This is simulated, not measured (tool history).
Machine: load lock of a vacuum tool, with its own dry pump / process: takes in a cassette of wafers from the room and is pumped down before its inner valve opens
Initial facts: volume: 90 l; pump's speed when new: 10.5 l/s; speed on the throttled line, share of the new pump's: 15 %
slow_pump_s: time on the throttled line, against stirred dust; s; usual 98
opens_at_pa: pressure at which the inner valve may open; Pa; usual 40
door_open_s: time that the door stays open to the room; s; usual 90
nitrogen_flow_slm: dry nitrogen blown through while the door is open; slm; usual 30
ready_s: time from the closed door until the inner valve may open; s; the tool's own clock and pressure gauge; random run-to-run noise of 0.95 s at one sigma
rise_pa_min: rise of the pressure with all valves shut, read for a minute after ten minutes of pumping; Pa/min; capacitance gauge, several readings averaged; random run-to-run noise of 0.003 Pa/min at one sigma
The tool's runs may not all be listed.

run	hour	slow_pump_s	opens_at_pa	door_open_s	nitrogen_flow_slm	incoming humidity of the room's air, %	ready_s	rise_pa_min
1	0.0	98	40	90	30	45.5	151.3	0.094
2	54.8	98	40	90	30	44.7	151.3	0.092
3	110.7	98	40	90	30	46.6	149.8	0.100
4	201.2	98	40	90	30	48.7	153.1	0.098
5	273.9	98	40	90	30	46.9	151.3	0.107
6	358.1	76	40	90	30	47.5	132.7	0.108
7	413.5	76	40	90	30	43.5	133.7	0.108
8	463.1	76	40	90	30	48.1	132.5	0.114
9	540.1	76	40	90	30	45.9	133.6	0.115
10	635.7	60	38	197	43	47.2	120.9	0.122
11	696.9	98	40	90	17	45.3	152.5	0.134
12	782.2	77	40	90	30	44.5	134.0	0.125
13	872.3	102	40	44	40	43.9	154.3	0.131
14	948.6	102	40	44	40	43.7	156.4	0.135
15	1009.2	98	40	188	7	45.2	150.2	0.166
16	1077.5	98	40	188	7	43.8	151.4	0.174
17	1153.4	84	40	36	7	44.9	140.8	0.167
18	1217.1	84	40	108	10	43.3	139.9	0.173

Here are 4 independent what-if runs from the current tool condition. What would each one return?
A	1282.5	98	63	90	7	42.1	?	?
B	1282.5	56	40	90	30	45.2	?	?
C	1282.5	98	40	195	30	47.1	?	?
D	1282.5	98	43	105	29	41.1	?	?

run	ready_s	rise_pa_min
A	146.3	0.181
B	117.8	0.164
C	149.1	0.172
D	151.3	0.165
Stripped of hidden state, with their random variation kept, the same runs would have yielded:
run	ready_s	rise_pa_min
A	144.7	0.033
B	115.9	0.017
C	147.4	0.027
D	149.7	0.017
